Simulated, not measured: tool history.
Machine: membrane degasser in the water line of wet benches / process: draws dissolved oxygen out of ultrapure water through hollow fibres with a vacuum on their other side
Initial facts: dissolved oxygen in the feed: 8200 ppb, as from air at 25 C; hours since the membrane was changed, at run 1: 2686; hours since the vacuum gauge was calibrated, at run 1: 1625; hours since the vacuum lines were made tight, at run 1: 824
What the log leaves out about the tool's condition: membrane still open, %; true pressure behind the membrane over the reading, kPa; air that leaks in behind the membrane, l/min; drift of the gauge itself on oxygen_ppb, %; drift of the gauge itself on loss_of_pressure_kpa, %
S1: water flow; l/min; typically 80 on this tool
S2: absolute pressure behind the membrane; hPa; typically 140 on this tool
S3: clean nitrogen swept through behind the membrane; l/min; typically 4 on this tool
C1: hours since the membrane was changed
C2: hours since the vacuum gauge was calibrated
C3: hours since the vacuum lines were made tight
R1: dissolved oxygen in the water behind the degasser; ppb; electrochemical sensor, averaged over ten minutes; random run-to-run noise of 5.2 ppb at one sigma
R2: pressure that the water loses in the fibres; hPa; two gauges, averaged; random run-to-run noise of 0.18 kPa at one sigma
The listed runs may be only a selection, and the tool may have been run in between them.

{"run": 1, "hour": 0.0, "S1": 80, "S2": 140, "S3": 4, "C1": 2686, "C2": 1625, "C3": 824, "R1": 519.2, "R2": 324.2}
{"run": 2, "hour": 45.3, "S1": 80, "S2": 140, "S3": 4, "C1": 2731, "C2": 1671, "C3": 869, "R1": 517.8, "R2": 324.3}
{"run": 3, "hour": 94.3, "S1": 80, "S2": 140, "S3": 4.73, "C1": 2780, "C2": 1720, "C3": 919, "R1": 462, "R2": 325.4}
{"run": 4, "hour": 133.0, "S1": 80, "S2": 140, "S3": 4, "C1": 2819, "C2": 1758, "C3": 957, "R1": 510, "R2": 327.6}
{"run": 5, "hour": 223.7, "S1": 80, "S2": 140, "S3": 4, "C1": 2909, "C2": 1849, "C3": 1048, "R1": 516.9, "R2": 324.8}
{"run": 6, "hour": 276.2, "S1": 80, "S2": 203, "S3": 4, "C1": 2962, "C2": 1902, "C3": 1100, "R1": 762.8, "R2": 325.4}
{"run": 7, "hour": 369.0, "S1": 80, "S2": 203, "S3": 4, "C1": 3055, "C2": 1994, "C3": 1193, "R1": 753.3, "R2": 326.2}
{"run": 8, "hour": 457.0, "S1": 80, "S2": 140, "S3": 4, "C1": 3143, "C2": 2082, "C3": 1281, "R1": 525.9, "R2": 324.7}
{"run": 9, "hour": 531.2, "S1": 80, "S2": 140, "S3": 4, "C1": 3217, "C2": 2157, "C3": 1355, "R1": 525.8, "R2": 324.8}
{"run": 10, "hour": 583.4, "S1": 80, "S2": 211, "S3": 4, "C1": 3269, "C2": 2209, "C3": 1408, "R1": 786.3, "R2": 329.2}
{"run": 11, "hour": 635.5, "S1": 80, "S2": 211, "S3": 4, "C1": 3321, "C2": 2261, "C3": 1460, "R1": 789.5, "R2": 325.6}
{"run": 12, "hour": 700.9, "S1": 80, "S2": 211, "S3": 4, "C1": 3387, "C2": 2326, "C3": 1525, "R1": 790.5, "R2": 327.1}
{"run": 13, "hour": 763.6, "S1": 80, "S2": 211, "S3": 4, "C1": 3449, "C2": 2389, "C3": 1588, "R1": 795.2, "R2": 324.1}
{"run": 14, "hour": 850.7, "S1": 106, "S2": 206, "S3": 3.61, "C1": 3536, "C2": 2476, "C3": 1675, "R1": 1087, "R2": 430.3}
{"run": 15, "hour": 923.4, "S1": 58, "S2": 206, "S3": 2.53, "C1": 3609, "C2": 2549, "C3": 1748, "R1": 841.9, "R2": 239.4}
{"run": 16, "hour": 971.2, "S1": 58, "S2": 206, "S3": 2.53, "C1": 3657, "C2": 2597, "C3": 1795, "R1": 812.4, "R2": 237.8}
{"run": 17, "hour": 1028.8, "S1": 58, "S2": 323, "S3": 2.2, "C1": 3715, "C2": 2654, "C3": 1853, "R1": 1435.7, "R2": 235.6}
{"run": 18, "hour": 1092.3, "S1": 58, "S2": 323, "S3": 2.2, "C1": 3778, "C2": 2718, "C3": 1916, "R1": 1435.6, "R2": 238.6}
{"run": 19, "hour": 1141.4, "S1": 58, "S2": 323, "S3": 5.86, "C1": 3827, "C2": 2767, "C3": 1966, "R1": 663.3, "R2": 233.4}
{"run": 20, "hour": 1236.7, "S1": 107, "S2": 95, "S3": 2.02, "C1": 3922, "C2": 2862, "C3": 2061, "R1": 729.1, "R2": 436.7}
{"run": 21, "hour": 1323.2, "S1": 57, "S2": 191, "S3": 4.08, "C1": 4009, "C2": 2949, "C3": 2147, "R1": 503.9, "R2": 233}
{"run": 22, "hour": 1362.6, "S1": 52, "S2": 140, "S3": 4.96, "C1": 4048, "C2": 2988, "C3": 2187, "R1": 276.5, "R2": 212.8}
{"run": 23, "hour": 1421.3, "S1": 75, "S2": 134, "S3": 4.96, "C1": 4107, "C2": 3047, "C3": 2245, "R1": 397.3, "R2": 307.9}
{"run": 24, "hour": 1466.2, "S1": 115, "S2": 140, "S3": 3.39, "C1": 4152, "C2": 3092, "C3": 2290, "R1": 856.6, "R2": 470.1}
{"run": 25, "hour": 1532.9, "S1": 80, "S2": 94, "S3": 2.03, "C1": 4219, "C2": 3158, "C3": 2357, "R1": 541.6, "R2": 327.5}
{"run": 26, "hour": 1602.2, "S1": 78, "S2": 94, "S3": 4.7, "C1": 4288, "C2": 3228, "C3": 2426, "R1": 298.2, "R2": 318.2}

Alternative continuations, all from the tool just after run 26; predict every row:
{"run": "A", "hour": 1666.6, "S1": 57, "S2": 92, "S3": 4.51, "C1": 4352, "C2": 3292, "C3": 2491, "R1": "?", "R2": "?"}
{"run": "B", "hour": 1666.6, "S1": 48, "S2": 110, "S3": 5.18, "C1": 4352, "C2": 3292, "C3": 2491, "R1": "?", "R2": "?"}
{"run": "C", "hour": 1666.6, "S1": 80, "S2": 274, "S3": 1.71, "C1": 4352, "C2": 3292, "C3": 2491, "R1": "?", "R2": "?"}

run=A R1=195.4 R2=235.7
run=B R1=183.6 R2=197.8
run=C R1=1855.3 R2=328.5
Stripped of hidden state, with their random variation kept, the same runs would have yielded:
run=A R1=190.4 R2=229.3
run=B R1=180.1 R2=192.5
run=C R1=1846.8 R2=319.7

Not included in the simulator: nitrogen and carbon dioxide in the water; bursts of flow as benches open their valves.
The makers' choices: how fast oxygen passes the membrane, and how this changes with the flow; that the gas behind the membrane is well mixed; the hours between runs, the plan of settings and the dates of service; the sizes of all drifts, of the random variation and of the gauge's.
